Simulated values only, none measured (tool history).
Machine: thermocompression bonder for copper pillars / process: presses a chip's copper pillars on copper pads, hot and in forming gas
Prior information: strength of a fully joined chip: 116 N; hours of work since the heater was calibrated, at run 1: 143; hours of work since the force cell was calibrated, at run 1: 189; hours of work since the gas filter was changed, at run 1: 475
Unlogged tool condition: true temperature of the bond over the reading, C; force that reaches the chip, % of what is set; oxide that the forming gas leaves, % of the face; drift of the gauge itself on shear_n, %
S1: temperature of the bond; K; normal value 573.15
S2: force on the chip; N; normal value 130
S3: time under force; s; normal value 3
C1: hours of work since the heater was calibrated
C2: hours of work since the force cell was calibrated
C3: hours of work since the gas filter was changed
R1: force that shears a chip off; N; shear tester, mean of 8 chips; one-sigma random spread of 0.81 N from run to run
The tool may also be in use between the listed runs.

Run 1, day 0: usual settings; C1 143; C2 189; C3 475. Result: R1 56 N.
At day 0.262: forming gas filter changed.
Run 2, day 1.229: usual settings; C1 155; C2 201; C3 10. Result: R1 63.5 N.
Run 3, day 2.754: usual settings; C1 171; C2 217; C3 26. Result: R1 63.4 N.
Run 4, day 3.638: usual settings; C1 180; C2 226; C3 35. Result: R1 63.2 N.
Run 5, day 4.738: usual settings; C1 191; C2 238; C3 46. Result: R1 62.4 N.
Run 6, day 5.642: usual settings; C1 201; C2 247; C3 56. Result: R1 62.3 N.
Run 7, day 6.575: usual settings; C1 210; C2 257; C3 65. Result: R1 61.1 N.
Run 8, day 7.825: usual settings but S2 191 N; C1 223; C2 270; C3 78. Result: R1 79.3 N.
Run 9, day 8.758: usual settings but S2 167 N; C1 233; C2 279; C3 88. Result: R1 72.8 N.
Run 10, day 9.883: usual settings but S2 167 N; C1 245; C2 291; C3 100. Result: R1 73.7 N.
Run 11, day 10.533: usual settings but S1 547.15 K, S2 97 N, S3 5 s; C1 251; C2 298; C3 106. Result: R1 46.9 N.

Estimate the outcome of run 12 from the log above:
Run 12, day 12.017: usual settings but S1 549.15 K, S2 96 N, S3 6 s; C1 267; C2 313; C3 122. Result: R1 ?.

Logged for run 12: R1 50.1 N.
The same run, on a tool lacking any hidden state, would have yielded R1 52.2 N.
